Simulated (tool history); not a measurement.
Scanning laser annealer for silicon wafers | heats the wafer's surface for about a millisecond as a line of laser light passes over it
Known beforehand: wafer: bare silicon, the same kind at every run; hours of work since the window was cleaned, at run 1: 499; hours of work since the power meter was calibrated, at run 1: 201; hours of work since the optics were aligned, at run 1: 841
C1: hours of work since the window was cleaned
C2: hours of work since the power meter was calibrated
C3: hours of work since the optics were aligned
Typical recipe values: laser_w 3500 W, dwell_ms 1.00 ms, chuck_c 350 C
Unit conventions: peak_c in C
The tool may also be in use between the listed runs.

Run 1, day 0.000: usual settings; C1 499; C2 201; C3 841. Result: peak_c 1145 C.
Run 2, day 0.338: usual settings; C1 504; C2 206; C3 846. Result: peak_c 1143 C.
Run 3, day 0.712: usual settings; C1 509; C2 211; C3 852. Result: peak_c 1141 C.
Run 4, day 1.292: usual settings; C1 518; C2 220; C3 860. Result: peak_c 1142 C.
Run 5, day 1.783: usual settings but laser_w 3400 W; C1 525; C2 227; C3 868. Result: peak_c 1110 C.
Run 6, day 2.254: usual settings; C1 532; C2 234; C3 875. Result: peak_c 1138 C.
Run 7, day 2.629: usual settings; C1 538; C2 240; C3 880. Result: peak_c 1140 C.
Run 8, day 3.317: usual settings; C1 548; C2 250; C3 891. Result: peak_c 1142 C.
Run 9, day 3.658: usual settings; C1 553; C2 255; C3 896. Result: peak_c 1141 C.
Run 10, day 4.338: usual settings but chuck_c 366 C; C1 563; C2 265; C3 906. Result: peak_c 1151 C.
At day 4.742: window over the wafer cleaned.
Run 11, day 5.133: usual settings but chuck_c 366 C; C1 6; C2 276; C3 916. Result: peak_c 1159 C.
Run 12, day 5.625: usual settings but chuck_c 366 C; C1 13; C2 283; C3 924. Result: peak_c 1161 C.
Run 13, day 6.021: usual settings but chuck_c 366 C; C1 19; C2 289; C3 929. Result: peak_c 1158 C.
Run 14, day 6.692: usual settings but dwell_ms 0.96 ms; C1 29; C2 299; C3 939. Result: peak_c 1129 C.
Run 15, day 7.142: usual settings but dwell_ms 0.96 ms; C1 36; C2 305; C3 946. Result: peak_c 1128 C.
Run 16, day 7.708: usual settings but dwell_ms 1.23 ms; C1 44; C2 314; C3 955. Result: peak_c 1226 C.
Run 17, day 8.250: usual settings but dwell_ms 1.23 ms; C1 52; C2 322; C3 963. Result: peak_c 1222 C.
Run 18, day 8.896: usual settings but dwell_ms 1.23 ms; C1 62; C2 332; C3 972. Result: peak_c 1221 C.
Run 19, day 9.296: usual settings but dwell_ms 1.23 ms; C1 68; C2 337; C3 978. Result: peak_c 1223 C.
Run 20, day 9.854: usual settings but dwell_ms 1.23 ms; C1 76; C2 346; C3 986. Result: peak_c 1223 C.
Run 21, day 10.221: usual settings but dwell_ms 1.23 ms; C1 81; C2 351; C3 992. Result: peak_c 1226 C.
Run 22, day 10.746: usual settings but dwell_ms 1.23 ms; C1 89; C2 359; C3 1000. Result: peak_c 1221 C.
Run 23, day 11.288: usual settings but laser_w 3772 W, dwell_ms 1.14 ms, chuck_c 385 C; C1 97; C2 367; C3 1008. Result: peak_c 1316 C.
Run 24, day 11.842: usual settings but laser_w 3354 W, dwell_ms 1.08 ms, chuck_c 313 C; C1 105; C2 375; C3 1016. Result: peak_c 1088 C.
Run 25, day 12.300: usual settings but laser_w 3316 W, chuck_c 340 C; C1 112; C2 382; C3 1023. Result: peak_c 1077 C.
Run 26, day 12.662: usual settings but laser_w 3380 W, chuck_c 340 C; C1 118; C2 388; C3 1028. Result: peak_c 1094 C.
Run 27, day 13.012: usual settings but laser_w 3718 W, chuck_c 361 C; C1 123; C2 393; C3 1033. Result: peak_c 1223 C.
Run 28, day 13.708: usual settings but laser_w 3796 W, dwell_ms 0.92 ms, chuck_c 343 C; C1 133; C2 403; C3 1044. Result: peak_c 1193 C.
Run 29, day 14.200: usual settings but laser_w 3492 W; C1 141; C2 410; C3 1051. Result: peak_c 1140 C.
Run 30, day 14.779: usual settings but dwell_ms 1.07 ms; C1 149; C2 419; C3 1060. Result: peak_c 1167 C.
Run 31, day 15.108: usual settings but dwell_ms 0.73 ms; C1 154; C2 424; C3 1065. Result: peak_c 1038 C.
Run 32, day 15.471: usual settings but laser_w 3634 W, dwell_ms 0.74 ms; C1 159; C2 429; C3 1070. Result: peak_c 1076 C.
Run 33, day 15.762: usual settings but laser_w 3625 W, dwell_ms 1.02 ms, chuck_c 311 C; C1 164; C2 434; C3 1074. Result: peak_c 1149 C.
At day 16.488: optics aligned, line set to its width.
Run 34, day 16.625: usual settings but laser_w 3589 W, dwell_ms 0.82 ms, chuck_c 311 C; C1 173; C2 443; C3 2. Result: peak_c 1061 C.
Run 35, day 16.983: usual settings but laser_w 3455 W, dwell_ms 1.04 ms, chuck_c 314 C; C1 179; C2 449; C3 7. Result: peak_c 1108 C.
Run 36, day 17.400: usual settings but laser_w 3455 W, dwell_ms 1.04 ms, chuck_c 314 C; C1 185; C2 455; C3 14. Result: peak_c 1110 C.
Run 37, day 17.954: usual settings but laser_w 3551 W, chuck_c 327 C; C1 193; C2 463; C3 22. Result: peak_c 1138 C.
Run 38, day 18.400: usual settings but laser_w 3743 W, dwell_ms 0.89 ms, chuck_c 318 C; C1 200; C2 470; C3 28. Result: peak_c 1135 C.
Run 39, day 18.842: usual settings but laser_w 3743 W, dwell_ms 0.89 ms, chuck_c 318 C; C1 206; C2 476; C3 35. Result: peak_c 1144 C.
Run 40, day 19.554: usual settings but laser_w 3743 W, dwell_ms 0.89 ms, chuck_c 318 C; C1 217; C2 487; C3 46. Result: peak_c 1142 C.
Run 41, day 19.900: usual settings but laser_w 3743 W, dwell_ms 0.89 ms, chuck_c 378 C; C1 222; C2 492; C3 51. Result: peak_c 1200 C.

Below, some changes in peak_c between adjacent runs. For each, the amount present without the hidden state too (settings, incoming material, random variation) and the amount remaining for the hidden state with gauge scatter not shared by both compared results:
Hidden state at play: light that passes the window, % of a clean one's; laser's true power over the reading, %; width of the line over the set one, %; drift of the gauge itself on peak_c, C.
Run 3 -> 4: no setting changed, nothing entered. peak_c +1 C: hidden state -1, all else +2.
Run 10 -> 11: window over the wafer cleaned. peak_c +8 C: hidden state +3, all else +5.
Run 23 -> 24: laser_w 3772 -> 3354, dwell_ms 1.14 -> 1.08, chuck_c 385 -> 313. peak_c -228 C: hidden state +0, all else -228.
Run 26 -> 27: laser_w 3380 -> 3718, chuck_c 340 -> 361. peak_c +129 C: hidden state +0, all else +129.
Run 30 -> 31: dwell_ms 1.07 -> 0.73. peak_c -129 C: hidden state +2, all else -131.
